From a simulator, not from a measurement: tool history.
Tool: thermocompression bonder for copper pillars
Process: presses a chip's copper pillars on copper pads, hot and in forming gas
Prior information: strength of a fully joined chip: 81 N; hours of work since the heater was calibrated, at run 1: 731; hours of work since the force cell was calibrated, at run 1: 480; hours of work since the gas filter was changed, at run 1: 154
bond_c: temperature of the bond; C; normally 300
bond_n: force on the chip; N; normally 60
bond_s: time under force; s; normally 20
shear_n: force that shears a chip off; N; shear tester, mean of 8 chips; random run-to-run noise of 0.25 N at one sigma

run	day	bond_c	bond_n	bond_s	hours of work since the heater was calibrated	hours of work since the force cell was calibrated	hours of work since the gas filter was changed	shear_n
1	0.000	300	60	20	731	480	154	30.7
2	0.900	297	60	20	746	495	169	29.8
3	1.758	283	60	20	760	509	183	25.2
4	3.200	283	60	20	784	533	207	24.7
5	4.371	300	60	20	804	553	227	30.3
6	5.075	300	43	20	815	564	238	23.6
7	6.200	300	43	20	834	583	257	23.2
# day 6.350: force cell calibrated
8	6.938	302	57	20	845	10	268	29.7
9	8.175	302	69	53	866	30	289	47.2
10	8.775	300	60	57	876	40	299	43.4

Predict each of these 5 candidate next runs independently; none follows another, all start after run 10:
A	9.375	290	60	57	886	50	309	?
B	9.375	308	81	57	886	50	309	?
C	9.375	319	60	20	886	50	309	?
D	9.375	300	52	57	886	50	309	?
E	9.375	311	60	57	886	50	309	?

run	shear_n
A	39.7
B	54.7
C	36.8
D	39.9
E	48.6
With the hidden condition removed and each run's random variation left untouched, the same runs would have given:
run	shear_n
A	39.5
B	55.4
C	36.6
D	39.8
E	48.9

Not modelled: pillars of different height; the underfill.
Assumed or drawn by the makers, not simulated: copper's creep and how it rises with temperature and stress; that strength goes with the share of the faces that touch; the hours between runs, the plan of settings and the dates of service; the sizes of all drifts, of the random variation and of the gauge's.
